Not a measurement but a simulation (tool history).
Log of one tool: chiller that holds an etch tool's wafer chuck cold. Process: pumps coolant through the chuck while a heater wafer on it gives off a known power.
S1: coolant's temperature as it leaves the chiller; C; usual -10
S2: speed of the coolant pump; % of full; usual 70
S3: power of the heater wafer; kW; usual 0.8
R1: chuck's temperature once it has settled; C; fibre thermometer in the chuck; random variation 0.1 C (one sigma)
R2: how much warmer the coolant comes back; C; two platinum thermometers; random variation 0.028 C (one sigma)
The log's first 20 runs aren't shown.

Run 21, day 51.742: usual settings but S1 -14 C, S2 61 % of full, S3 1.015 kW. Result: R1 -5.92 C, R2 3.32 C.
Run 22, day 53.262: usual settings but S3 0.425 kW. Result: R1 -7.09 C, R2 1.17 C.
Run 23, day 54.742: usual settings but S3 0.425 kW. Result: R1 -7.1 C, R2 1.24 C.
Run 24, day 57.842: usual settings but S1 -1 C, S2 71 % of full, S3 0.521 kW. Result: R1 2.47 C, R2 1.43 C.
Run 25, day 60.858: usual settings but S1 -3 C, S2 75 % of full, S3 1.022 kW. Result: R1 3.99 C, R2 2.69 C.
Run 26, day 62.892: usual settings but S1 -3 C, S2 75 % of full, S3 1.022 kW. Result: R1 4.01 C, R2 2.7 C.
Run 27, day 64.567: usual settings but S2 92 % of full, S3 0.446 kW. Result: R1 -7.58 C, R2 0.93 C.
Run 28, day 66.917: usual settings but S1 -15 C, S2 99 % of full, S3 0.83 kW. Result: R1 -10.45 C, R2 1.65 C.
Run 29, day 69.958: usual settings but S1 -11 C, S2 83 % of full, S3 0.47 kW. Result: R1 -8.29 C, R2 1.11 C.
Run 30, day 72.492: usual settings but S1 -11 C, S2 83 % of full, S3 0.47 kW. Result: R1 -8.29 C, R2 1.13 C.
Run 31, day 75.671: usual settings but S1 -11 C, S2 83 % of full, S3 0.47 kW. Result: R1 -8.26 C, R2 1.08 C.

4 ways to go on from here, each from the tool as it stands after run 31. What would each give?
Run A, day 77.408: usual settings but S1 -16 C. Result: R1 ?, R2 ?.
Run B, day 77.408: usual settings but S2 82 % of full, S3 0.834 kW. Result: R1 ?, R2 ?.
Run C, day 77.408: usual settings but S1 -13 C, S2 87 % of full, S3 0.47 kW. Result: R1 ?, R2 ?.
Run D, day 77.408: usual settings but S1 -13 C. Result: R1 ?, R2 ?.

run      R1    R2
  A  -10.36  2.23
  B   -4.76  1.97
  C  -10.29  1.03
  D   -7.23  2.29
Without the tool's hidden state the same runs would have given:
run      R1    R2
  A  -10.21  2.17
  B   -4.59  1.92
  C   -9.98  1.01
  D   -7.08  2.24
